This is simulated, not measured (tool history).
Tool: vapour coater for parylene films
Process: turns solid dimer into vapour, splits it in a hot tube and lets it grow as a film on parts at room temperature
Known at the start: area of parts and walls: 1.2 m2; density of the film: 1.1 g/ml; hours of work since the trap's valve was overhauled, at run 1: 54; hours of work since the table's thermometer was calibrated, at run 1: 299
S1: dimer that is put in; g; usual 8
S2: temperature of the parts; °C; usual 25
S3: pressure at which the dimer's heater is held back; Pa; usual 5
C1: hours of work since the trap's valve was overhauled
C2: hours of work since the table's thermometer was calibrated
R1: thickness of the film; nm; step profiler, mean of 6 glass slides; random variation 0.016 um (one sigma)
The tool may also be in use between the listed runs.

| run | hour | S1 | S2 | S3 | C1 | C2 | R1 |
|---|---|---|---|---|---|---|---|
| 1 | 0 | 8 | 25 | 5 | 54 | 299 | 3960 |
| 2 | 12.3 | 8 | 25 | 5 | 59 | 305 | 3970 |
| 3 | 26.3 | 8 | 25 | 5 | 65 | 311 | 3950 |
| 4 | 43.8 | 8 | 25 | 5 | 73 | 319 | 3950 |
| 5 | 57 | 8 | 26 | 5 | 79 | 324 | 3770 |
| 6 | 71.1 | 8 | 26 | 5 | 85 | 330 | 3750 |
| 7 | 83.3 | 8 | 26 | 5 | 90 | 336 | 3730 |
| 8 | 93.2 | 4 | 25 | 5 | 94 | 340 | 1950 |
|  | 95.6 | table's thermometer calibrated |
| 9 | 107 | 4 | 25 | 5 | 100 | 5 | 1960 |
| 10 | 124.5 | 4 | 25 | 5 | 108 | 13 | 1970 |
| 11 | 138.4 | 8 | 25 | 5 | 114 | 19 | 3900 |
| 12 | 154.7 | 12 | 25 | 5 | 121 | 26 | 5840 |
| 13 | 168.2 | 12 | 26 | 5 | 127 | 32 | 5670 |
| 14 | 179.9 | 8 | 22 | 5 | 132 | 37 | 4450 |
| 15 | 189 | 8 | 22 | 5 | 136 | 41 | 4450 |
|  | 192.5 | table's thermometer calibrated, once more |
| 16 | 205.1 | 8 | 22 | 8.77 | 142 | 6 | 3830 |
| 17 | 223.2 | 14 | 25 | 5 | 150 | 13 | 6670 |
| 18 | 235.4 | 7 | 22 | 5 | 156 | 19 | 3800 |
| 19 | 250.8 | 4 | 26 | 4.29 | 162 | 26 | 1900 |
| 20 | 266.4 | 4 | 30 | 4.29 | 169 | 32 | 1600 |
| 21 | 282.2 | 4 | 30 | 4.29 | 176 | 39 | 1600 |
| 22 | 298.8 | 4 | 30 | 4.29 | 183 | 47 | 1590 |
| 23 | 314.4 | 5 | 27 | 2.03 | 190 | 53 | 2650 |
| 24 | 328.9 | 8 | 26 | 4.23 | 197 | 60 | 3760 |
| 25 | 341.7 | 7 | 34 | 5 | 202 | 65 | 2260 |
| 26 | 357 | 7 | 36 | 3.56 | 209 | 72 | 2230 |
| 27 | 372.9 | 7 | 36 | 3.56 | 216 | 79 | 2240 |

5 ways to go on from here, each from the tool as it stands after run 27. What would each give?
| A | 386.1 | 5 | 36 | 3.56 | 222 | 85 | ? |
| B | 386.1 | 4 | 22 | 7.39 | 222 | 85 | ? |
| C | 386.1 | 7 | 17 | 5 | 222 | 85 | ? |
| D | 386.1 | 12 | 26 | 3.56 | 222 | 85 | ? |
| E | 386.1 | 8 | 30 | 4.34 | 222 | 85 | ? |

| run | R1 |
|---|---|
| A | 1590 |
| B | 1970 |
| C | 4590 |
| D | 5820 |
| E | 3180 |
Without the tool's hidden state the same runs would have given:
| run | R1 |
|---|---|
| A | 1660 |
| B | 2060 |
| C | 4790 |
| D | 6080 |
| E | 3320 |
